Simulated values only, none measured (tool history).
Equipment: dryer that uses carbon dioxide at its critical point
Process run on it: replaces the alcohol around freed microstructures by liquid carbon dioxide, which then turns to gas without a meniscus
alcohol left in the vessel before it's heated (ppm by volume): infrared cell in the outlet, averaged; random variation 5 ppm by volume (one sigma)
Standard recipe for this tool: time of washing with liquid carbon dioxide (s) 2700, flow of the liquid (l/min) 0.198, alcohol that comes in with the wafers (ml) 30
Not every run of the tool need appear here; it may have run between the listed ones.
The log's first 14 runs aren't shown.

run   hour  time of washing with liquid carbon dioxide (s)  flow of the liquid (l/min)  alcohol that comes in with the wafers (ml)  hours of work since the filter was changed  hours of work since the purifier's bed was changed  alcohol left in the vessel before it's heated (ppm by volume)
 15  151.1                                            2700                       0.198                                          30                                         485                                                 240                                                             60
 16  158.6                                            2760                       0.198                                          30                                         489                                                 243                                                             54
 17  166.1                                            2700                       0.198                                         101                                         493                                                 247                                                            150
 18  172.8                                            2700                       0.198                                         101                                         496                                                 250                                                            147
 19  182.0                                            2700                       0.198                                         101                                         501                                                 255                                                            151
 20  192.2                                            3000                       0.271                                          29                                         506                                                 260                                                             22
 21  206.4                                            3000                       0.271                                          29                                         513                                                 267                                                             22
 22  218.8                                            3000                       0.271                                          29                                         519                                                 273                                                             21
 23  228.8                                            2820                       0.214                                          89                                         524                                                 278                                                             68
 24  241.3                                            2820                       0.214                                          89                                         530                                                 285                                                             69
 25  251.7                                            2340                       0.198                                          63                                         535                                                 290                                                            236
 26  263.5                                            2700                       0.260                                          86                                         541                                                 296                                                             30
 27  271.6                                            2700                       0.260                                          86                                         545                                                 300                                                             39
 28  286.9                                            2700                       0.304                                          81                                         553                                                 307                                                             29
 29  299.7                                            1620                       0.330                                          59                                         559                                                 314                                                            101
 30  311.3                                            2700                       0.198                                          28                                         565                                                 319                                                             57

Estimate the outcome of run 31 from the log above:
 31  324.8                                            2700                       0.237                                         116                                         572                                                 326                                                              ?

Run 31 gave alcohol left in the vessel before it's heated (ppm by volume) 63.
Were there no unlogged condition in the tool, this run, its random variation unchanged, would have produced alcohol left in the vessel before it's heated (ppm by volume) 14.
